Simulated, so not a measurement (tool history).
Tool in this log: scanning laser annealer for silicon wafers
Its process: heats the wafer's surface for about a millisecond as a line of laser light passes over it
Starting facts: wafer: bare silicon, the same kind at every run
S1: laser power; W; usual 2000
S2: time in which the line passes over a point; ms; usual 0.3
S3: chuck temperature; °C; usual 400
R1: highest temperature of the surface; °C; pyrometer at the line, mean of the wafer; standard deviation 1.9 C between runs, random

run    hour    S1     S2   S3    R1
  1       0  2000    0.3  400  1163
  2      56  2000    0.3  400  1161
  3   116.9  1985    0.3  400  1152
  4   173.3  2000    0.3  400  1156
  5     212  2000    0.3  426  1181
  6   252.4  2000  0.221  400  1030
  7   299.3  2000  0.221  400  1026
  8   328.3  2000  0.221  361   989
  9   359.3  2000  0.221  361   986
 10     402  2000    0.3  416  1163
 11   454.7  2026    0.3  416  1174
 12   516.5  2000    0.3  425  1168
 13   551.2  2000    0.3  425  1170
 14   600.2  2000    0.3  425  1166
 15   661.4  2000    0.3  425  1164
 16   691.9  2000    0.3  400  1134
      729.4  -- window over the wafer cleaned
 17     760  2072    0.3  400  1182
      804.9  -- optics aligned, line set to its width
 18   825.2  2072    0.3  400  1188
 19   870.9  2072    0.3  400  1194
 20   921.6  2000    0.3  400  1157
 21   955.3  1709  0.274  404  1011
 22  1014.7  1962  0.319  380  1151
 23  1060.3  1919  0.284  400  1100
 24  1087.5  1904  0.309  371  1100
 25    1153  1904  0.309  371  1097
 26  1205.8  1769  0.309  413  1082
 27  1259.6  1893    0.3  400  1104
 28  1297.7  1984   0.24  390  1040
 29  1328.1  2063  0.312  373  1160
 30  1361.5  2063  0.224  373  1022
 31  1422.2  2063  0.292  433  1191
 32  1454.3  1791  0.361  400  1133
     1482.3  -- window over the wafer cleaned
 33  1507.1  1791  0.361  400  1148
 34  1544.5  2018  0.269  400  1116
 35  1607.1  2018  0.269  400  1110
 36  1672.4  2018  0.214  432  1054
 37  1715.4  1833  0.214  432   992
 38  1750.1  2000    0.3  432  1179
 39    1783  2000  0.234  396  1040
 40  1831.7  1922  0.297  417  1125

Some steps in R1 between neighbouring runs. How much of each would the tool show without its hidden state too (settings, what came in, random variation), and how much is left for the hidden state, with any gauge scatter that isn't in both results?
What the log doesn't record here: light that passes the window, % of a clean one's; laser's true power over the reading, %; width of the line over the set one, %; drift of the gauge itself on peak_c, C.
Run 9 -> 10: S2 0.221 -> 0.3, S3 361 -> 416. R1 +177 °C: hidden state -6, all else +183.
Run 16 -> 17: S1 2000 -> 2072, window over the wafer cleaned. R1 +48 °C: hidden state +16, all else +32.
Run 17 -> 18: optics aligned, line set to its width. R1 +6 °C: hidden state +8, all else -2.
Run 30 -> 31: S2 0.224 -> 0.292, S3 373 -> 433. R1 +169 °C: hidden state -6, all else +175.
Run 32 -> 33: window over the wafer cleaned. R1 +15 °C: hidden state +14, all else +1.
Run 37 -> 38: S1 1833 -> 2000, S2 0.214 -> 0.3. R1 +187 °C: hidden state -6, all else +193.
